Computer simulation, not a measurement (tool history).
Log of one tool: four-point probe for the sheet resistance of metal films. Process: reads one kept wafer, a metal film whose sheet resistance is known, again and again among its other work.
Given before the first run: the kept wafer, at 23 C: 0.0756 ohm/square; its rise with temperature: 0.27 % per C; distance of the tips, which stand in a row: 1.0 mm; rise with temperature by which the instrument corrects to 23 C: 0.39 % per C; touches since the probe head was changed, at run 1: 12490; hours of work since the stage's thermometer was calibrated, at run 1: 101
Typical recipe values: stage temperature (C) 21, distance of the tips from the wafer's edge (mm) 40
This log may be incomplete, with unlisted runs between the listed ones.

run,hour,stage temperature (C),distance of the tips from the wafer's edge (mm),touches since the probe head was changed,hours of work since the stage's thermometer was calibrated,sheet resistance as the instrument gives it (ohm/square)
1,0,21,40,12490,101,0.075826
2,13.6,28,40,12979,106,0.075213
3,21.5,21,40,13265,109,0.07587
4,33.1,21,40,13686,114,0.075859
5,51.5,23,40,14351,122,0.075669
6,66.4,23,40,14888,128,0.075648
7,76.6,32,40,15257,132,0.074843
8,84.6,32,40,15546,135,0.074881
9,100.6,20,39,16125,142,0.07593
10,108.7,18,70,16416,145,0.076103
11,119,18,22,16789,149,0.076197
12,136.1,20,6,17404,156,0.077033
13,147.8,20,6,17829,161,0.077028
14,160.8,20,6,18296,166,0.077042
15,172.9,26,21,18735,171,0.075457
16,185.3,29,7,19183,176,0.075882

Hidden state or all else? Some run-to-run changes of sheet resistance as the instrument gives it (ohm/square), split into what the settings, what came in and random variation would give without the hidden state, and what is left for the hidden state (with any gauge scatter that isn't in both results):
What the log doesn't record here: inner tips' distance over the nominal, %; tips' flats over new ones', %; wafer's true temperature over the reading, C; drift of the gauge itself on sheet_ohm, %.
Run 1 -> 2: stage temperature (C) 21 -> 28. sheet resistance as the instrument gives it (ohm/square) -0.000613: hidden state -0.000002, all else -0.000611.
Run 14 -> 15: stage temperature (C) 20 -> 26, distance of the tips from the wafer's edge (mm) 6 -> 21. sheet resistance as the instrument gives it (ohm/square) -0.001585: hidden state -0.000002, all else -0.001583.
